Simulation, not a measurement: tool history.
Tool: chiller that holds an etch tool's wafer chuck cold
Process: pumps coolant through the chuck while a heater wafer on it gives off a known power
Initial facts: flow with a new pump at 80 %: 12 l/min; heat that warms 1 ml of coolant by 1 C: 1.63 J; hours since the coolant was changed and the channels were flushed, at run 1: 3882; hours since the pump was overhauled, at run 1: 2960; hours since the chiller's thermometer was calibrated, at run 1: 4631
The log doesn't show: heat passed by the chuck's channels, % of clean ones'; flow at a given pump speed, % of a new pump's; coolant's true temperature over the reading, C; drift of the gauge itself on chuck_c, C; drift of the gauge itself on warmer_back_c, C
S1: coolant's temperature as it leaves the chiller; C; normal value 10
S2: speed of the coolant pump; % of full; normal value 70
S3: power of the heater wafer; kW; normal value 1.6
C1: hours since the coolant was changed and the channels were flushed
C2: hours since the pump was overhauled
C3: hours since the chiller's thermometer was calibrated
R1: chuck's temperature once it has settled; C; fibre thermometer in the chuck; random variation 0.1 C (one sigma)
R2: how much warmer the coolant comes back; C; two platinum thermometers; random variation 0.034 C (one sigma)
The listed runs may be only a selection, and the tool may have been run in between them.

{"run": 1, "day": 0.0, "S1": 10, "S2": 70, "S3": 1.6, "C1": 3882, "C2": 2960, "C3": 4631, "R1": 24.9, "R2": 5.66}
{"run": 2, "day": 2.612, "S1": 10, "S2": 70, "S3": 1.6, "C1": 3945, "C2": 3023, "C3": 4693, "R1": 24.9, "R2": 5.62}
{"run": 3, "day": 6.208, "S1": 4, "S2": 70, "S3": 1.6, "C1": 4031, "C2": 3109, "C3": 4780, "R1": 18.8, "R2": 5.64}
{"run": 4, "day": 9.375, "S1": 4, "S2": 70, "S3": 1.6, "C1": 4107, "C2": 3185, "C3": 4856, "R1": 19, "R2": 5.64}
{"run": 5, "day": 14.338, "S1": 4, "S2": 70, "S3": 1.6, "C1": 4226, "C2": 3304, "C3": 4975, "R1": 19, "R2": 5.63}
{"run": 6, "day": 17.221, "S1": 10, "S2": 70, "S3": 1.6, "C1": 4296, "C2": 3373, "C3": 5044, "R1": 24.9, "R2": 5.7}
{"run": 7, "day": 20.517, "S1": 10, "S2": 70, "S3": 1.6, "C1": 4375, "C2": 3452, "C3": 5123, "R1": 25, "R2": 5.64}
{"run": 8, "day": 23.196, "S1": 10, "S2": 70, "S3": 1.6, "C1": 4439, "C2": 3517, "C3": 5187, "R1": 24.8, "R2": 5.66}
{"run": 9, "day": 26.312, "S1": 10, "S2": 70, "S3": 1.6, "C1": 4514, "C2": 3591, "C3": 5262, "R1": 25, "R2": 5.7}
{"run": 10, "day": 29.008, "S1": 10, "S2": 70, "S3": 1.6, "C1": 4578, "C2": 3656, "C3": 5327, "R1": 25, "R2": 5.61}
{"day": 31.762, "done": "chiller's thermometer calibrated"}
{"run": 11, "day": 34.242, "S1": 10, "S2": 70, "S3": 1.6, "C1": 4703, "C2": 3781, "C3": 60, "R1": 25, "R2": 5.71}
{"run": 12, "day": 37.717, "S1": 10, "S2": 70, "S3": 1.6, "C1": 4786, "C2": 3864, "C3": 143, "R1": 25.2, "R2": 5.66}
{"run": 13, "day": 40.65, "S1": 10, "S2": 70, "S3": 1.6, "C1": 4857, "C2": 3935, "C3": 213, "R1": 25, "R2": 5.65}
{"run": 14, "day": 44.058, "S1": 10, "S2": 70, "S3": 1.6, "C1": 4939, "C2": 4016, "C3": 295, "R1": 25.1, "R2": 5.65}
{"run": 15, "day": 47.975, "S1": 10, "S2": 70, "S3": 1.6, "C1": 5033, "C2": 4110, "C3": 389, "R1": 24.9, "R2": 5.71}
{"run": 16, "day": 52.783, "S1": 10, "S2": 70, "S3": 1.6, "C1": 5148, "C2": 4226, "C3": 505, "R1": 25, "R2": 5.65}
{"run": 17, "day": 55.85, "S1": 13, "S2": 79, "S3": 1.063, "C1": 5222, "C2": 4299, "C3": 578, "R1": 22, "R2": 3.36}
{"run": 18, "day": 58.671, "S1": 8, "S2": 70, "S3": 2.187, "C1": 5289, "C2": 4367, "C3": 646, "R1": 28.5, "R2": 7.77}
{"run": 19, "day": 62.646, "S1": 18, "S2": 96, "S3": 0.937, "C1": 5385, "C2": 4462, "C3": 741, "R1": 24.5, "R2": 2.35}
{"run": 20, "day": 66.896, "S1": 18, "S2": 96, "S3": 0.937, "C1": 5487, "C2": 4564, "C3": 843, "R1": 24.6, "R2": 2.38}
{"run": 21, "day": 72.129, "S1": 18, "S2": 96, "S3": 2.153, "C1": 5612, "C2": 4690, "C3": 969, "R1": 33.1, "R2": 5.4}
{"run": 22, "day": 74.621, "S1": 10, "S2": 62, "S3": 1.369, "C1": 5672, "C2": 4750, "C3": 1029, "R1": 24.5, "R2": 5.47}
{"run": 23, "day": 78.754, "S1": 10, "S2": 62, "S3": 1.369, "C1": 5771, "C2": 4849, "C3": 1128, "R1": 24.4, "R2": 5.52}
{"run": 24, "day": 82.688, "S1": 18, "S2": 65, "S3": 1.345, "C1": 5866, "C2": 4943, "C3": 1222, "R1": 31.6, "R2": 5.15}
{"run": 25, "day": 85.592, "S1": 8, "S2": 70, "S3": 1.6, "C1": 5935, "C2": 5013, "C3": 1292, "R1": 23, "R2": 5.71}
{"run": 26, "day": 87.954, "S1": 18, "S2": 68, "S3": 1.6, "C1": 5992, "C2": 5070, "C3": 1349, "R1": 33.3, "R2": 5.85}
{"run": 27, "day": 93.633, "S1": 8, "S2": 85, "S3": 2.221, "C1": 6128, "C2": 5206, "C3": 1485, "R1": 25.4, "R2": 6.31}
{"day": 94.888, "done": "coolant changed, channels flushed"}
{"run": 28, "day": 97.571, "S1": 8, "S2": 85, "S3": 0.908, "C1": 64, "C2": 5295, "C3": 1573, "R1": 15.1, "R2": 2.64}
{"run": 29, "day": 101.629, "S1": 10, "S2": 74, "S3": 1.231, "C1": 162, "C2": 5392, "C3": 1671, "R1": 21.1, "R2": 4.11}
{"run": 30, "day": 104.546, "S1": 16, "S2": 84, "S3": 1.249, "C1": 232, "C2": 5462, "C3": 1741, "R1": 25.9, "R2": 3.68}
{"run": 31, "day": 108.662, "S1": 10, "S2": 77, "S3": 2.051, "C1": 331, "C2": 5561, "C3": 1840, "R1": 27.5, "R2": 6.59}

4 options for the next run, each taken on its own from the tool as it stands now. Forecast them:
{"run": "A", "day": 111.133, "S1": 7, "S2": 76, "S3": 2.051, "C1": 390, "C2": 5620, "C3": 1899, "R1": "?", "R2": "?"}
{"run": "B", "day": 111.133, "S1": 13, "S2": 89, "S3": 1.386, "C1": 390, "C2": 5620, "C3": 1899, "R1": "?", "R2": "?"}
{"run": "C", "day": 111.133, "S1": 17, "S2": 86, "S3": 0.935, "C1": 390, "C2": 5620, "C3": 1899, "R1": "?", "R2": "?"}
{"run": "D", "day": 111.133, "S1": 0, "S2": 83, "S3": 0.954, "C1": 390, "C2": 5620, "C3": 1899, "R1": "?", "R2": "?"}

run=A R1=24.8 R2=6.65
run=B R1=23.4 R2=3.79
run=C R1=24.3 R2=2.6
run=D R1=7.5 R2=2.83
With the hidden condition removed and each run's random variation left untouched, the same runs would have given:
run=A R1=24.8 R2=6.64
run=B R1=23.4 R2=3.79
run=C R1=24.3 R2=2.6
run=D R1=7.5 R2=2.83
